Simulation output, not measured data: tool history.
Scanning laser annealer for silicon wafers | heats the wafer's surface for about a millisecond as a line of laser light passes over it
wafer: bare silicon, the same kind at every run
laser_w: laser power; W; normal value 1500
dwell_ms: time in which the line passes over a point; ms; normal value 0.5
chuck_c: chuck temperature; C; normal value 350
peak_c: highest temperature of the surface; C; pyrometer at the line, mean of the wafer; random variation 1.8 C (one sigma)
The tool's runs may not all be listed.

Run 1, hour 0: usual settings. Result: peak_c 1046 C.
Run 2, hour 46.9: usual settings but laser_w 1467 W. Result: peak_c 1025 C.
Run 3, hour 83.7: usual settings but laser_w 1467 W. Result: peak_c 1020 C.
Run 4, hour 133.2: usual settings but laser_w 1467 W. Result: peak_c 1017 C.
Run 5, hour 201: usual settings but laser_w 1467 W. Result: peak_c 1014 C.
Run 6, hour 262.6: usual settings but laser_w 1467 W. Result: peak_c 1009 C.
At hour 278.9: window over the wafer cleaned.
Run 7, hour 329.3: usual settings. Result: peak_c 1056 C.
Run 8, hour 389.5: usual settings but chuck_c 361 C. Result: peak_c 1065 C.
Run 9, hour 460.5: usual settings but chuck_c 361 C. Result: peak_c 1058 C.
Run 10, hour 529.6: usual settings but chuck_c 361 C. Result: peak_c 1054 C.
Run 11, hour 604.9: usual settings but chuck_c 361 C. Result: peak_c 1044 C.
Run 12, hour 676: usual settings but chuck_c 361 C. Result: peak_c 1040 C.
Run 13, hour 716.9: usual settings but laser_w 1587 W. Result: peak_c 1067 C.
At hour 764.1: window over the wafer cleaned.
Run 14, hour 792: usual settings. Result: peak_c 1052 C.
Run 15, hour 866.9: usual settings. Result: peak_c 1046 C.
Run 16, hour 941.6: usual settings. Result: peak_c 1039 C.
Run 17, hour 988.8: usual settings but dwell_ms 0.49 ms. Result: peak_c 1031 C.
Run 18, hour 1044.5: usual settings but dwell_ms 0.49 ms, chuck_c 353 C. Result: peak_c 1030 C.
At hour 1087.6: optics aligned, line set to its width.
Run 19, hour 1087.6: usual settings but laser_w 1516 W. Result: peak_c 1050 C.
Run 20, hour 1120.2: usual settings but laser_w 1516 W. Result: peak_c 1044 C.
Run 21, hour 1163.4: usual settings but laser_w 1516 W, chuck_c 326 C. Result: peak_c 1017 C.
Run 22, hour 1224.1: usual settings but laser_w 1516 W, chuck_c 326 C. Result: peak_c 1014 C.
At hour 1250.6: window over the wafer cleaned.
Run 23, hour 1285: usual settings but dwell_ms 0.433 ms, chuck_c 386 C. Result: peak_c 1050 C.
Run 24, hour 1335: usual settings but laser_w 1370 W, chuck_c 357 C. Result: peak_c 998 C.
Run 25, hour 1390: usual settings but laser_w 1535 W, dwell_ms 0.512 ms, chuck_c 384 C. Result: peak_c 1110 C.
Run 26, hour 1427: usual settings but laser_w 1509 W, dwell_ms 0.512 ms, chuck_c 319 C. Result: peak_c 1030 C.
Run 27, hour 1471.8: usual settings but laser_w 1509 W, dwell_ms 0.512 ms, chuck_c 319 C. Result: peak_c 1028 C.
Run 28, hour 1521.7: usual settings but laser_w 1333 W, dwell_ms 0.543 ms, chuck_c 384 C. Result: peak_c 1018 C.
Run 29, hour 1589: usual settings but laser_w 1333 W, dwell_ms 0.543 ms, chuck_c 384 C. Result: peak_c 1017 C.
Run 30, hour 1620.8: usual settings but laser_w 1288 W, dwell_ms 0.382 ms, chuck_c 326 C. Result: peak_c 844 C.
Run 31, hour 1661.4: usual settings but laser_w 1288 W, dwell_ms 0.382 ms, chuck_c 326 C. Result: peak_c 840 C.
Run 32, hour 1706.4: usual settings but laser_w 1592 W, dwell_ms 0.439 ms, chuck_c 384 C. Result: peak_c 1066 C.
At hour 1732.9: window over the wafer cleaned.
Run 33, hour 1766: usual settings but dwell_ms 0.466 ms, chuck_c 352 C. Result: peak_c 1038 C.
Run 34, hour 1833.8: usual settings but laser_w 1415 W, chuck_c 378 C. Result: peak_c 1037 C.
Run 35, hour 1887.8: usual settings but laser_w 1415 W, chuck_c 378 C. Result: peak_c 1032 C.
Run 36, hour 1959: usual settings but laser_w 1415 W, chuck_c 378 C. Result: peak_c 1028 C.
Run 37, hour 1996.4: usual settings but laser_w 1276 W, dwell_ms 0.583 ms, chuck_c 357 C. Result: peak_c 978 C.
Run 38, hour 2036.3: usual settings but laser_w 1276 W, dwell_ms 0.583 ms, chuck_c 357 C. Result: peak_c 976 C.
Run 39, hour 2075.1: usual settings but laser_w 1325 W, dwell_ms 0.462 ms, chuck_c 351 C. Result: peak_c 931 C.
Run 40, hour 2142.4: usual settings but laser_w 1325 W, dwell_ms 0.462 ms, chuck_c 351 C. Result: peak_c 923 C.
Run 41, hour 2200.2: usual settings but laser_w 1604 W, dwell_ms 0.353 ms, chuck_c 366 C. Result: peak_c 987 C.

What if the next run were any one of these 3? Each begins from the tool's condition after run 41:
At hour 2217: window over the wafer cleaned.
Run A, hour 2248.7: usual settings but dwell_ms 0.448 ms. Result: peak_c ?.
At hour 2217: window over the wafer cleaned.
Run B, hour 2248.7: usual settings but chuck_c 344 C. Result: peak_c ?.
At hour 2217: window over the wafer cleaned.
Run C, hour 2248.7: usual settings but laser_w 1352 W, dwell_ms 0.556 ms, chuck_c 365 C. Result: peak_c ?.

run  peak_c
  A    1021
  B    1045
  C    1029
What these runs would have given with no unlogged condition in the tool:
run  peak_c
  A    1035
  B    1060
  C    1042
